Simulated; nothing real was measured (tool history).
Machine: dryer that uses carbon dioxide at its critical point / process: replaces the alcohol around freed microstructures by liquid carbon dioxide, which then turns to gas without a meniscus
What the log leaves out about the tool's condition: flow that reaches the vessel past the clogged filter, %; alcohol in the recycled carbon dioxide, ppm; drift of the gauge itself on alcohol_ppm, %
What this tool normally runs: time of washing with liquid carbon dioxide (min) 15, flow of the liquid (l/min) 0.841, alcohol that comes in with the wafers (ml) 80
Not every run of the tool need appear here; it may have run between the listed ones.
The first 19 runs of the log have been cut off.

run     day  time of washing with liquid carbon dioxide (min)  flow of the liquid (l/min)  alcohol that comes in with the wafers (ml)  hours of work since the filter was changed  hours of work since the purifier's bed was changed  alcohol left in the vessel before it's heated (ppm by volume)
 20  15.208                                                10                       0.841                                          38                                         105                                                 379                                                            518
 21  16.275                                                15                       0.841                                          80                                         114                                                 387                                                            209
 22  17.238                                                15                       0.841                                          80                                         121                                                 395                                                            216
 23  18.062                                                15                       0.841                                          80                                         128                                                 401                                                            216
 24   18.65                                                13                       0.637                                          39                                         132                                                 406                                                            614
 25  19.525                                                13                       0.637                                          39                                         139                                                 413                                                            650
 26    20.5                                                22                       0.841                                          31                                         147                                                 421                                                             44
 27  21.112                                                22                       0.841                                          31                                         152                                                 425                                                             52
 28  21.671                                                22                       0.841                                          31                                         156                                                 430                                                             41
 29  22.429                                                22                       0.841                                          31                                         162                                                 436                                                             44
 30  22.962                                                11                       1.117                                         110                                         166                                                 440                                                            336

Expected results for the next run?
 31  23.633                                                12                       1.187                                          31                                         171                                                 445                                                              ?

alcohol left in the vessel before it's heated (ppm by volume): 74
Had the tool carried no hidden state, the very same run would have given alcohol left in the vessel before it's heated (ppm by volume) 24.
